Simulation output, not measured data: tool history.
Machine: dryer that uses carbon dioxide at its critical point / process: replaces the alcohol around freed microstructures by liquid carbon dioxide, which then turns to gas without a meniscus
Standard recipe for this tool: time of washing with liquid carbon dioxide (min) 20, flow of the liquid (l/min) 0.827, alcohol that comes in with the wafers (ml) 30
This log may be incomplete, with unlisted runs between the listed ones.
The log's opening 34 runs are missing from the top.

run	hour	time of washing with liquid carbon dioxide (min)	flow of the liquid (l/min)	alcohol that comes in with the wafers (ml)	hours of work since the filter was changed	hours of work since the purifier's bed was changed	alcohol left in the vessel before it's heated (ppm by volume)
35	1250	15	1.097	41	25	166	61
36	1270.8	15	1.097	41	35	176	60
37	1306.8	15	1.097	41	52	193	63
38	1355.4	21	1.097	99	75	216	34
39	1377.9	23	0.666	75	85	226	158
40	1404.1	23	0.666	75	97	238	156
41	1446.5	23	0.666	75	117	258	162
42	1478.4	19	0.666	56	132	273	325
43	1525.2	31	0.827	114	154	295	53
44	1548.3	17	0.946	49	165	306	101
45	1590.1	18	0.946	23	185	326	67
46	1630.2	18	0.946	23	203	344	68
47	1672.7	13	0.957	106	223	364	723

Each row is a separate what-if for the run after 47, all from the same tool condition, not one after another. Results?
A	1702.8	20	0.827	112	237	378	?
B	1702.8	20	0.613	30	237	378	?
C	1702.8	26	1.031	105	237	378	?
D	1702.8	20	0.849	91	237	378	?

run	alcohol left in the vessel before it's heated (ppm by volume)
A	218
B	250
C	41
D	166
With the hidden condition removed and each run's random variation left untouched, the same runs would have given:
run	alcohol left in the vessel before it's heated (ppm by volume)
A	97
B	135
C	4
D	70

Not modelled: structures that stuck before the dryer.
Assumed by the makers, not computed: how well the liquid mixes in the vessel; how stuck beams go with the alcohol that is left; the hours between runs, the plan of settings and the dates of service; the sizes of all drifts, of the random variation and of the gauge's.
